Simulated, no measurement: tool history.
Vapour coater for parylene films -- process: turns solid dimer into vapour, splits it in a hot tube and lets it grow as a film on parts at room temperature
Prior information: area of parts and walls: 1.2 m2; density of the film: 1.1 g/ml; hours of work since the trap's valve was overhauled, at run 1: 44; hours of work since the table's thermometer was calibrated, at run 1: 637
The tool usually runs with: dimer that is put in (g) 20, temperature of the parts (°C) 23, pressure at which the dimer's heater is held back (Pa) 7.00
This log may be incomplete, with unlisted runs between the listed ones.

run	hour	dimer that is put in (g)	temperature of the parts (°C)	pressure at which the dimer's heater is held back (Pa)	hours of work since the trap's valve was overhauled	hours of work since the table's thermometer was calibrated	thickness of the film (um)
1	0.0	20	23	7.00	44	637	7.95
2	50.8	20	23	2.30	89	681	10.38
3	98.3	20	27	7.00	130	722	7.04
4	166.1	20	27	7.00	189	782	7.06
5	207.8	20	27	7.00	225	818	7.06
# hour 228.6: table's thermometer calibrated
6	273.8	20	23	10.21	282	39	7.31
7	329.1	13	23	7.00	330	88	5.23
8	368.7	20	23	7.00	365	122	7.84
9	409.1	20	23	2.54	400	157	9.90
10	472.1	20	23	2.54	455	212	10.10
# hour 477.9: table's thermometer calibrated, once more
11	511.3	20	23	2.54	488	29	9.60
12	547.1	20	23	2.54	520	60	9.64
13	603.5	20	23	2.54	569	110	9.68
14	656.2	20	23	7.00	615	155	7.50
# hour 664.4: trap's valve overhauled
15	704.8	20	23	3.57	35	194	9.23
16	753.9	20	23	3.57	78	237	9.11
17	814.9	20	23	7.00	131	290	7.85
18	875.5	8	23	7.00	184	343	3.16
19	909.8	20	23	7.00	214	373	7.89
20	964.3	20	23	7.00	262	421	7.87
21	1024.5	20	23	7.00	314	473	7.78
22	1065.5	20	23	2.24	350	509	10.04
23	1125.2	20	23	2.24	402	561	9.98
24	1153.7	20	23	2.24	427	586	10.13
25	1214.7	20	23	2.24	480	639	10.04
26	1261.2	35	23	9.94	521	680	12.27
27	1288.6	35	23	9.94	545	704	12.16
28	1353.9	20	26	7.00	601	761	6.95
# hour 1379.4: trap's valve overhauled
29	1391.0	20	26	7.00	10	789	7.31
30	1432.6	20	26	7.00	46	826	7.22
# hour 1443.7: table's thermometer calibrated
31	1473.8	9	23	3.16	81	26	4.22
32	1537.9	9	23	3.16	137	82	4.23
33	1586.4	30	23	2.54	180	124	14.77
34	1629.1	30	23	2.54	217	162	14.70
35	1688.3	13	22	6.91	269	213	5.13
36	1744.4	13	22	6.91	317	262	5.20
37	1786.4	32	32	7.00	354	299	9.32
38	1820.8	26	23	6.64	384	329	10.07
39	1865.7	13	24	7.00	423	368	4.81
40	1910.8	12	22	9.43	463	407	4.41
41	1945.6	12	22	6.61	493	438	4.79
42	2012.1	19	34	11.09	551	496	4.64
43	2054.8	8	23	8.18	588	533	2.89
44	2085.3	11	33	6.33	615	560	3.13
# hour 2092.5: trap's valve overhauled
45	2147.3	21	31	2.42	48	610	8.39
46	2181.3	17	18	2.72	77	640	9.88
47	2224.3	17	18	2.72	115	677	9.82

Below are 4 alternative next runs, each starting from the tool's condition after run 47. Predict each:
A	2252.3	20	25	7.00	139	702	?
B	2252.3	28	23	7.00	139	702	?
C	2252.3	21	21	3.00	139	702	?
D	2252.3	17	24	2.72	139	702	?

run	thickness of the film (um)
A	7.40
B	10.97
C	10.68
D	8.15
Without the tool's hidden state the same runs would have given:
run	thickness of the film (um)
A	7.36
B	10.92
C	10.63
D	8.12
